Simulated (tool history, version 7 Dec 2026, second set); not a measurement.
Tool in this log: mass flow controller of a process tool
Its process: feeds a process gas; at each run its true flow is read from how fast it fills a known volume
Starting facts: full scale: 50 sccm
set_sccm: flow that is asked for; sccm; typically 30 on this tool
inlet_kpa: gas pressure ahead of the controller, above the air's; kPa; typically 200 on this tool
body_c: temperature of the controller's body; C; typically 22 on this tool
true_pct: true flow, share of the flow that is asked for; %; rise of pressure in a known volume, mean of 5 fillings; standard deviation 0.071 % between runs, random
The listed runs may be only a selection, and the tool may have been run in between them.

run	hour	set_sccm	inlet_kpa	body_c	true_pct
1	0.0	30	200	22	99.59
2	179.2	30	200	22	99.75
3	331.6	30	200	22	99.81
4	468.0	30	200	22	99.86
5	548.9	30	200	31	99.23
6	647.9	30	200	31	99.23
7	819.3	30	200	31	99.23
8	987.4	30	200	31	99.30
9	1074.8	30	200	31	99.18
10	1162.3	30	200	31	99.29
11	1261.0	30	159	22	100.01
12	1337.8	30	159	22	100.06
13	1456.8	36	200	22	100.16
14	1555.4	36	200	22	100.19
15	1716.4	30	200	22	100.12
16	1850.0	30	200	22	100.13
17	1959.6	30	200	22	100.04
18	2088.4	30	200	22	100.07
19	2223.3	30	200	22	100.32
20	2334.4	30	200	22	100.00
21	2487.1	30	200	22	100.19
22	2655.2	30	200	22	100.21
23	2834.9	30	200	22	100.27
24	2970.4	30	200	22	100.24
25	3111.6	30	200	22	100.27
26	3214.8	30	200	24	100.16
27	3324.2	8	164	38	99.60
28	3496.3	16	154	38	99.31
29	3581.4	16	154	38	99.20
30	3701.5	15	181	34	99.40
31	3827.6	15	181	34	99.59
32	3963.9	38	260	28	100.12
33	4122.2	38	260	28	100.18
34	4305.5	7	152	30	101.02
35	4465.4	14	145	22	100.66
36	4601.5	39	145	22	100.96
37	4729.8	5	210	28	101.87
38	4832.8	43	200	32	100.33
39	5005.7	11	210	22	100.88
40	5137.3	11	210	22	100.74
41	5268.1	11	210	22	100.86
42	5357.5	11	210	33	100.18
43	5437.6	30	203	33	99.95
44	5511.6	30	203	33	99.94
45	5686.6	9	150	29	100.92
46	5838.1	9	150	29	101.16

Forecast each of these 5 alternatives for the next run:
A	5996.4	20	200	37	?
B	5996.4	30	200	36	?
C	5996.4	34	190	33	?
D	5996.4	7	200	22	?
E	5996.4	6	186	40	?

run	true_pct
A	99.88
B	99.99
C	100.22
D	102.03
E	101.20
Without the tool's hidden state the same runs would have given:
run	true_pct
A	98.11
B	98.54
C	98.85
D	98.49
E	97.21

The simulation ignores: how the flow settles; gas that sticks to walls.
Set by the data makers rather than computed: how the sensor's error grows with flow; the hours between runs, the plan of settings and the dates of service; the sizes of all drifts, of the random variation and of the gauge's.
